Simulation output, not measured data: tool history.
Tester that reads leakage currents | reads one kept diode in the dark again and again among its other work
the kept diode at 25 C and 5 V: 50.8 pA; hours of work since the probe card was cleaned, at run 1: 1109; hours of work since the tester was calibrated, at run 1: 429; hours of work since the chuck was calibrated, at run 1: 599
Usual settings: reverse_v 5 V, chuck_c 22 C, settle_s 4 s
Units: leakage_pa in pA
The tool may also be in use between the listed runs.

run	day	reverse_v	chuck_c	settle_s	hours of work since the probe card was cleaned	hours of work since the tester was calibrated	hours of work since the chuck was calibrated	leakage_pa
1	0	5	22	4	1109	429	599	47.69
2	4.104	5	22	4	1187	508	677	48.42
# day 4.738: chuck's temperature calibrated
3	13.646	5	22	1.66	1367	688	170	45.83
4	20.638	5	22	1.66	1500	821	303	47
5	30.233	5	22	0.65	1683	1004	485	49.4
6	36.783	9.28	22	4	1808	1128	610	67.66
# day 41.096: chuck's temperature calibrated
7	43.146	9.28	22	4	1927	1248	39	63.16
8	48.046	5	22	0.49	2020	1341	132	48.13
9	56.871	3.62	22	4	2188	1509	300	41.6
10	66.446	5	22	4	2371	1692	483	49.98
11	74.25	5	22	4	2519	1840	631	51.68
# day 77.575: chuck's temperature calibrated
12	82.733	2.52	22	4	2679	2000	98	34.27
13	92.579	2.52	22	4	2867	2188	286	35.33
14	99.025	2.52	22	4	2989	2310	408	36.08
15	103.346	2.52	22	4	3072	2393	491	36.58
16	108.983	2.52	22	4	3179	2500	598	37.18
# day 113.946: chuck's temperature calibrated
17	116.362	2.52	22	4	3318	2639	46	34.93
18	124.067	5	22	4	3465	2785	193	50.63
19	128.792	5	22	4	3555	2875	283	51.22
20	134.925	6.59	22	4	3672	2992	399	60.84
# day 144.896: probe card cleaned and baked
21	144.896	6.59	22	4	0	3180	587	48.97
# day 150.121: chuck's temperature calibrated
22	152.754	6.59	22	4	148	3328	50	46.57
23	158.358	5	43	4	255	3434	157	179.36
24	164.292	1.27	22	3.26	368	3548	270	23.73
25	173.596	5	44	7.84	545	3725	447	199.52
26	182.667	1.16	23	2.04	718	3897	620	26.22
# day 186.058: chuck's temperature calibrated
27	191.9	5	40	4.18	892	4072	111	145.84
# day 197.254: tester calibrated
28	199.379	5	24	4.18	1033	41	252	52.17

The next listed run, before its measurement:
29	207.288	5	24	4.18	1183	191	403	?

{"run 29": {"leakage_pa": 53.48}}
Without the tool's hidden state the same run would have given leakage_pa 47.36 pA.
